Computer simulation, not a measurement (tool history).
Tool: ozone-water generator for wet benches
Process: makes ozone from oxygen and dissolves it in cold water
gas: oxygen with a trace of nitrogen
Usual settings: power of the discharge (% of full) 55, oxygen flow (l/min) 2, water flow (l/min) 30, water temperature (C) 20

| run | hour | power of the discharge (% of full) | oxygen flow (l/min) | water flow (l/min) | water temperature (C) | dissolved ozone (ppm) | ozone in the gas ahead of the water (g/m3) |
|---|---|---|---|---|---|---|---|
| 1 | 0 | 55 | 2 | 30 | 20 | 7.96 | 208.9 |
| 2 | 102.3 | 55 | 2 | 30 | 20 | 7.77 | 211 |
| 3 | 161.2 | 55 | 1.79 | 30 | 20 | 7.76 | 225.2 |
| 4 | 212.8 | 55 | 2 | 34 | 20 | 6.79 | 209.4 |
| 5 | 304.1 | 55 | 2 | 34 | 20 | 6.84 | 211.9 |
| 6 | 359.2 | 55 | 2.47 | 30 | 20 | 7.97 | 181.7 |
| 7 | 443.2 | 55 | 2.47 | 30 | 20 | 7.98 | 181.5 |
| 8 | 524.5 | 55 | 2.47 | 30 | 20 | 7.9 | 181 |
| 9 | 572.9 | 55 | 2.47 | 30 | 20 | 8.08 | 180.3 |
| 10 | 641.7 | 55 | 2.47 | 30 | 20 | 8.05 | 179.5 |
|  | 661 | water thermometer calibrated |
| 11 | 739.4 | 55 | 2 | 30 | 20 | 7.79 | 210.7 |
| 12 | 813.9 | 55 | 2 | 30 | 19 | 7.89 | 209.3 |
| 13 | 886.7 | 41 | 2 | 22 | 19 | 8.53 | 166.4 |
| 14 | 948.3 | 41 | 2 | 22 | 19 | 8.49 | 167.9 |
| 15 | 1036.9 | 55 | 1.99 | 42 | 23 | 5.34 | 210.2 |
| 16 | 1096 | 55 | 1.67 | 42 | 12 | 5.32 | 237.8 |
| 17 | 1199.9 | 55 | 1.67 | 42 | 12 | 5.39 | 235.8 |
| 18 | 1304.7 | 53 | 1.67 | 42 | 27 | 4.85 | 227.3 |
| 19 | 1357.6 | 51 | 1.14 | 37 | 21 | 5.4 | 290.2 |
| 20 | 1452.8 | 84 | 2 | 22 | 20 | 14.74 | 287.9 |
| 21 | 1554.9 | 66 | 1.07 | 22 | 20 | 11.21 | 366.3 |
| 22 | 1602.4 | 66 | 1.07 | 22 | 20 | 11.29 | 366.1 |
| 23 | 1703.9 | 66 | 1.07 | 22 | 20 | 11.11 | 364.7 |

The same runs without the tool's hidden state, with the same run-to-run variation:
The hidden state here: yield of the discharge, % of new electrodes'; contactor's efficiency, % of a clean one's; true water temperature over the reading, C; drift of the gauge itself on ozone_ppm, %; drift of the gauge itself on gas_g_m3, %.
| run | dissolved ozone (ppm) | ozone in the gas ahead of the water (g/m3) |
|---|---|---|
| 1 | 8.21 | 210.3 |
| 2 | 8.03 | 212.6 |
| 3 | 8.02 | 227.1 |
| 4 | 7.04 | 211.3 |
| 5 | 7.1 | 214 |
| 6 | 8.27 | 183.6 |
| 7 | 8.29 | 183.6 |
| 8 | 8.22 | 183.2 |
| 9 | 8.41 | 182.6 |
| 10 | 8.38 | 181.9 |
| 11 | 8.12 | 213.7 |
| 12 | 8.23 | 212.6 |
| 13 | 8.85 | 168.4 |
| 14 | 8.81 | 170 |
| 15 | 5.6 | 214 |
| 16 | 5.59 | 242.2 |
| 17 | 5.67 | 240.5 |
| 18 | 5.12 | 232 |
| 19 | 5.68 | 296 |
| 20 | 15.62 | 297.1 |
| 21 | 11.86 | 376.6 |
| 22 | 11.93 | 376.6 |
| 23 | 11.77 | 375.7 |
